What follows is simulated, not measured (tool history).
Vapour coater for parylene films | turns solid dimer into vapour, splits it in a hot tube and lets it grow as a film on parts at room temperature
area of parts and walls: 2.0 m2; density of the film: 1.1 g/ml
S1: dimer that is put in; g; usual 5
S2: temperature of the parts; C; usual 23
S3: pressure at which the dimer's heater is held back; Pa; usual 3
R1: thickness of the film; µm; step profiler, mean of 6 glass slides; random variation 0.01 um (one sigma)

run,day,S1,S2,S3,R1
1,0,5,23,3,1.41
2,2.171,5,23,3,1.42
3,5.038,5,23,2.7,1.44
4,7.812,5,23,2.7,1.42
5,9.496,5,23,2.7,1.42
6,12.942,5,23,2.7,1.42
7,14.612,6,23,3,1.67
# day 16.171: table's thermometer calibrated
8,16.467,6,23,3,1.63
9,18.658,6,23,3,1.62
10,21.888,6,23,3,1.6
11,24.412,3,23,3,0.8
# day 25.075: trap's valve overhauled
12,27.696,3,23,3,0.77
13,29.725,3,23,3,0.77
14,31.304,5,23,3,1.28
# day 31.775: trap's valve overhauled, once more
15,34.496,5,23,3,1.46
16,36.325,5,23,2.68,1.48
17,39.683,5,23,2.68,1.5
18,41.833,5,23,2.68,1.47
19,44.329,7,30,8.41,1.29
20,46.075,4,30,5.81,0.79
21,49.4,4,30,4.17,0.83
22,51.333,3,30,9.84,0.54
23,53.371,6,23,3.08,1.7

Run 24 comes next. What will it give?
24,56.488,4,23,11.75,?

{"run 24": {"R1": 0.9}}
Without the tool's hidden state the same run would have given R1 0.93 µm.

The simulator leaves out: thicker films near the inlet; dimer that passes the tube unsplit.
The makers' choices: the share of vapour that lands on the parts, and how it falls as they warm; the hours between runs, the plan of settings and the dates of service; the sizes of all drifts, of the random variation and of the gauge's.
